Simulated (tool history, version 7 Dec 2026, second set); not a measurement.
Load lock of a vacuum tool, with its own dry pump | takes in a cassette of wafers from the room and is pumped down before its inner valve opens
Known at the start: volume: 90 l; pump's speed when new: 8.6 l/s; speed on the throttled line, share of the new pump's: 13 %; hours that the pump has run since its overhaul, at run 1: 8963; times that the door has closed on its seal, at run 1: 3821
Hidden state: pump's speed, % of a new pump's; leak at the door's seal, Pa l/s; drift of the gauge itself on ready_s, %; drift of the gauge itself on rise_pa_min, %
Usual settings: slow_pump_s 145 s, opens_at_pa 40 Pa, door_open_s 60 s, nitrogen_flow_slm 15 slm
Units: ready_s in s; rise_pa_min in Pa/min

| run | hour | slow_pump_s | opens_at_pa | door_open_s | nitrogen_flow_slm | hours that the pump has run since its overhaul | times that the door has closed on its seal | incoming humidity of the room's air, % | ready_s | rise_pa_min |
|---|---|---|---|---|---|---|---|---|---|---|
| 1 | 0 | 145 | 40 | 60 | 15 | 8963 | 3821 | 42.3 | 214.4 | 0.04 |
| 2 | 53 | 145 | 40 | 60 | 15 | 9016 | 3944 | 46.4 | 217.1 | 0.039 |
| 3 | 134.7 | 145 | 40 | 60 | 15 | 9097 | 4132 | 44.8 | 214.6 | 0.037 |
| 4 | 219.2 | 145 | 40 | 60 | 15 | 9182 | 4327 | 47.9 | 214.8 | 0.042 |
| 5 | 313.7 | 145 | 40 | 236 | 15 | 9276 | 4545 | 42.8 | 216.4 | 0.077 |
| 6 | 421.5 | 145 | 52 | 236 | 15 | 9384 | 4794 | 43.3 | 212.9 | 0.085 |
| 7 | 519.4 | 145 | 52 | 236 | 15 | 9482 | 5019 | 45.7 | 212.6 | 0.084 |
| 8 | 619.8 | 145 | 40 | 60 | 15 | 9582 | 5251 | 41.6 | 215.2 | 0.041 |
| 9 | 692.8 | 145 | 40 | 122 | 15 | 9656 | 5419 | 44.1 | 214 | 0.061 |
| 10 | 767.1 | 145 | 40 | 28 | 15 | 9730 | 5591 | 44.6 | 214.2 | 0.03 |
| 11 | 818.3 | 145 | 40 | 28 | 15 | 9781 | 5709 | 46.8 | 214.3 | 0.022 |
| 12 | 880.3 | 145 | 40 | 28 | 15 | 9843 | 5852 | 44.7 | 217.1 | 0.028 |
| 13 | 974.3 | 145 | 40 | 28 | 43 | 9937 | 6068 | 45.7 | 212.7 | 0.028 |
| 14 | 1059.8 | 145 | 40 | 28 | 43 | 10023 | 6266 | 47 | 215 | 0.026 |
| 15 | 1138.8 | 145 | 40 | 60 | 15 | 10102 | 6448 | 42.6 | 214.6 | 0.044 |
| 16 | 1228 | 145 | 40 | 60 | 15 | 10191 | 6654 | 40.6 | 215.5 | 0.042 |
| 17 | 1323.5 | 145 | 40 | 60 | 15 | 10286 | 6874 | 46.3 | 216.6 | 0.039 |
| 18 | 1437.9 | 145 | 40 | 60 | 15 | 10401 | 7138 | 42 | 217.8 | 0.044 |
| 19 | 1531.1 | 145 | 40 | 60 | 15 | 10494 | 7353 | 41.3 | 215.2 | 0.043 |
| 20 | 1589.3 | 279 | 40 | 60 | 31 | 10552 | 7487 | 43.5 | 330.7 | 0.036 |
| 21 | 1672.7 | 279 | 40 | 60 | 31 | 10635 | 7679 | 46.2 | 333.7 | 0.039 |
| 22 | 1791.4 | 112 | 40 | 60 | 31 | 10754 | 7953 | 44 | 188.8 | 0.034 |
| 23 | 1874.4 | 100 | 29 | 60 | 15 | 10837 | 8145 | 47.2 | 183.6 | 0.049 |
| 24 | 1979.5 | 185 | 28 | 38 | 9 | 10942 | 8387 | 40.7 | 254.4 | 0.039 |
| 25 | 2086.4 | 185 | 28 | 38 | 9 | 11049 | 8634 | 47 | 254.9 | 0.039 |
| 26 | 2146.6 | 157 | 28 | 43 | 9 | 11109 | 8772 | 48.6 | 231 | 0.046 |
| 27 | 2234.5 | 280 | 28 | 43 | 9 | 11197 | 8975 | 42.3 | 339.7 | 0.039 |
| 28 | 2309.3 | 211 | 80 | 218 | 7 | 11272 | 9148 | 47.9 | 266.3 | 0.112 |
| 29 | 2364.3 | 153 | 75 | 63 | 6 | 11327 | 9274 | 43.9 | 216 | 0.056 |
| 30 | 2439.1 | 145 | 40 | 131 | 15 | 11402 | 9447 | 46.6 | 215.4 | 0.07 |
| 31 | 2557.7 | 119 | 40 | 131 | 15 | 11520 | 9721 | 42.7 | 195.5 | 0.067 |
| 32 | 2678.1 | 119 | 40 | 131 | 15 | 11641 | 9998 | 47.2 | 195 | 0.072 |
| 33 | 2764.7 | 119 | 40 | 131 | 15 | 11727 | 10198 | 42.5 | 195.4 | 0.07 |
| 34 | 2883.6 | 202 | 40 | 131 | 15 | 11846 | 10472 | 46.1 | 268 | 0.074 |
| 35 | 2971.3 | 202 | 40 | 131 | 15 | 11934 | 10674 | 44 | 268.2 | 0.069 |
| 36 | 3072.6 | 93 | 68 | 50 | 15 | 12035 | 10908 | 44.7 | 165.8 | 0.051 |
| 37 | 3189.7 | 252 | 68 | 50 | 15 | 12152 | 11178 | 43.5 | 303.9 | 0.052 |

The same runs without the tool's hidden state, with the same run-to-run variation:
| run | ready_s | rise_pa_min |
|---|---|---|
| 1 | 208.4 | 0.035 |
| 2 | 210.9 | 0.033 |
| 3 | 208.4 | 0.03 |
| 4 | 208.6 | 0.035 |
| 5 | 210 | 0.07 |
| 6 | 206.7 | 0.077 |
| 7 | 206.3 | 0.076 |
| 8 | 208.6 | 0.032 |
| 9 | 207.4 | 0.052 |
| 10 | 207.6 | 0.021 |
| 11 | 207.6 | 0.013 |
| 12 | 210.2 | 0.018 |
| 13 | 205.9 | 0.017 |
| 14 | 208.1 | 0.015 |
| 15 | 207.6 | 0.033 |
| 16 | 208.4 | 0.031 |
| 17 | 209.4 | 0.028 |
| 18 | 210.5 | 0.031 |
| 19 | 207.9 | 0.03 |
| 20 | 325.3 | 0.022 |
| 21 | 328.2 | 0.025 |
| 22 | 180.7 | 0.02 |
| 23 | 174.7 | 0.035 |
| 24 | 246.8 | 0.024 |
| 25 | 247.2 | 0.024 |
| 26 | 222.8 | 0.03 |
| 27 | 333.3 | 0.023 |
| 28 | 260.2 | 0.095 |
| 29 | 208.8 | 0.039 |
| 30 | 207.2 | 0.052 |
| 31 | 186.7 | 0.049 |
| 32 | 186.1 | 0.053 |
| 33 | 186.4 | 0.051 |
| 34 | 260.3 | 0.054 |
| 35 | 260.5 | 0.048 |
| 36 | 157 | 0.029 |
| 37 | 297.7 | 0.03 |

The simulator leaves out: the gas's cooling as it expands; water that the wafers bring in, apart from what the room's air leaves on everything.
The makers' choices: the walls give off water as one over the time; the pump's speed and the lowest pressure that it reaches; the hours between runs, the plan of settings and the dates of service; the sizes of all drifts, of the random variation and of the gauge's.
